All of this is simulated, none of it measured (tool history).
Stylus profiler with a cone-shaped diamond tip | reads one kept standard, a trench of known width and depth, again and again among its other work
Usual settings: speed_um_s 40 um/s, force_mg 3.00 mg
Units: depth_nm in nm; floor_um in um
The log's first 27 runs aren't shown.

run,hour,speed_um_s,force_mg,depth_nm,floor_um
28,417.0,17,4.91,203.49,47.13
29,435.3,17,4.91,203.47,47.09
30,451.3,108,6.08,203.97,46.77
31,461.6,113,1.79,201.87,46.35
32,481.3,113,1.79,201.76,46.32
33,502.9,113,1.79,201.71,46.37
34,524.1,29,1.79,201.82,46.96
35,542.7,30,8.92,205.11,47.07
36,552.7,30,8.92,205.05,47.09
37,563.3,31,2.12,201.99,46.93
38,579.4,66,1.21,201.43,46.59
39,593.0,17,8.53,204.98,47.09
40,604.9,117,1.03,201.26,46.08
41,615.1,15,8.79,205.02,47.10
42,635.4,112,8.99,205.10,46.83
43,656.8,63,3.00,202.55,46.80
44,676.8,10,1.78,201.67,47.12
45,697.9,10,1.78,201.71,47.13
46,710.4,139,1.78,201.69,46.14
47,720.4,139,1.78,201.70,46.19

Forecast each of these 4 alternatives for the next run:
A,736.3,40,1.20,?,?
B,736.3,118,1.37,?,?
C,736.3,45,3.55,?,?
D,736.3,74,8.60,?,?

run,depth_nm,floor_um
A,201.27,46.83
B,201.55,46.18
C,202.71,46.95
D,205.06,46.98
Without the tool's hidden state the same runs would have given:
run,depth_nm,floor_um
A,201.27,46.83
B,201.55,46.18
C,202.71,46.95
D,205.06,46.98
